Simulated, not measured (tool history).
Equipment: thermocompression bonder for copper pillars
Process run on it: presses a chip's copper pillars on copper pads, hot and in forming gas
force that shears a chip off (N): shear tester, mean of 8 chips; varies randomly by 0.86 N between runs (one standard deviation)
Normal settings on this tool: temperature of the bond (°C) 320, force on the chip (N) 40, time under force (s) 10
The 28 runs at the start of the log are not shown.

run	hour	temperature of the bond (°C)	force on the chip (N)	time under force (s)	hours of work since the heater was calibrated	hours of work since the force cell was calibrated	hours of work since the gas filter was changed	force that shears a chip off (N)
29	683.8	321	32	22	688	1040	149	73.2
30	719.1	320	37	18	704	1056	165	77.7
31	744.5	320	37	18	715	1067	176	76.5
32	780.8	320	37	18	732	1083	193	77.5
33	802.6	332	37	5	741	1093	203	58
34	832.3	309	37	5	755	1106	216	45.5
35	856.7	295	52	10	766	1117	227	64.6
# hour 861.3: force cell calibrated
36	881.7	293	25	18	776	9	237	45.7
37	900	293	25	18	784	17	246	45.8
38	923.6	320	58	21	795	28	256	95.5
39	940.1	303	42	21	802	35	264	75.8

What if the next run were any one of these 3? Each begins from the tool's condition after run 39:
A	961.4	320	40	14	812	45	273	?
B	961.4	320	43	14	812	45	273	?
C	961.4	302	44	10	812	45	273	?

run	force that shears a chip off (N)
A	77.5
B	78.2
C	65.1
Stripped of hidden state, with their random variation kept, the same runs would have yielded:
run	force that shears a chip off (N)
A	80.7
B	81.6
C	67.1

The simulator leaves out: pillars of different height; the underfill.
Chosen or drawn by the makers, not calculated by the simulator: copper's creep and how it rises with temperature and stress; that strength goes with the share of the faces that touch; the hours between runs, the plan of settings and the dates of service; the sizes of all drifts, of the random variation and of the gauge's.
